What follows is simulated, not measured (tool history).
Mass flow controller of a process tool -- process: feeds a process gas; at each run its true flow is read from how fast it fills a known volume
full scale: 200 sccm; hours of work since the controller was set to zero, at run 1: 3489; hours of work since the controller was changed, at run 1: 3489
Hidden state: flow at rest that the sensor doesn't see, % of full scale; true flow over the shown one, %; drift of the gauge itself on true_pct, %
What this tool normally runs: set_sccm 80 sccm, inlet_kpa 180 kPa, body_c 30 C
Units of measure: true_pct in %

run,hour,set_sccm,inlet_kpa,body_c,hours of work since the controller was set to zero,hours of work since the controller was changed,true_pct
1,0,80,180,30,3489,3489,99.18
2,57.3,80,180,30,3517,3517,99.12
3,100,195,180,30,3539,3539,100.08
4,183,195,180,30,3580,3580,100.15
5,241.5,195,180,30,3610,3610,99.94
6,287.2,195,180,30,3633,3633,100.06
7,346.6,88,180,30,3663,3663,99.2
8,430.1,88,180,30,3705,3705,99.24
9,517.2,80,180,30,3748,3748,99.23
10,619.3,80,180,30,3800,3800,99.28
11,701.7,80,180,30,3841,3841,99.23
12,768.7,80,180,30,3875,3875,99.22
13,848.9,112,180,30,3915,3915,99.34
14,921.2,111,180,30,3951,3951,99.32
# hour 927.8: controller's zero set anew
15,992.5,71,180,30,33,3987,99.67
16,1054.2,51,277,37,64,4018,101.07
# hour 1128.8: controller's zero set anew, once more
17,1154.3,54,176,30,13,4068,98.04
18,1230.5,132,180,38,51,4106,99.75
19,1296.1,80,173,20,84,4139,97.21
20,1338.6,80,217,30,105,4161,98.44
21,1424.3,80,204,28,148,4204,98.14

Forecast run 22:
22,1483.7,80,180,28,178,4234,?

true_pct: 98.12 %
Take away the tool's hidden state, keep the run-to-run variation as it was, and the same run would have given true_pct 98.94 %.

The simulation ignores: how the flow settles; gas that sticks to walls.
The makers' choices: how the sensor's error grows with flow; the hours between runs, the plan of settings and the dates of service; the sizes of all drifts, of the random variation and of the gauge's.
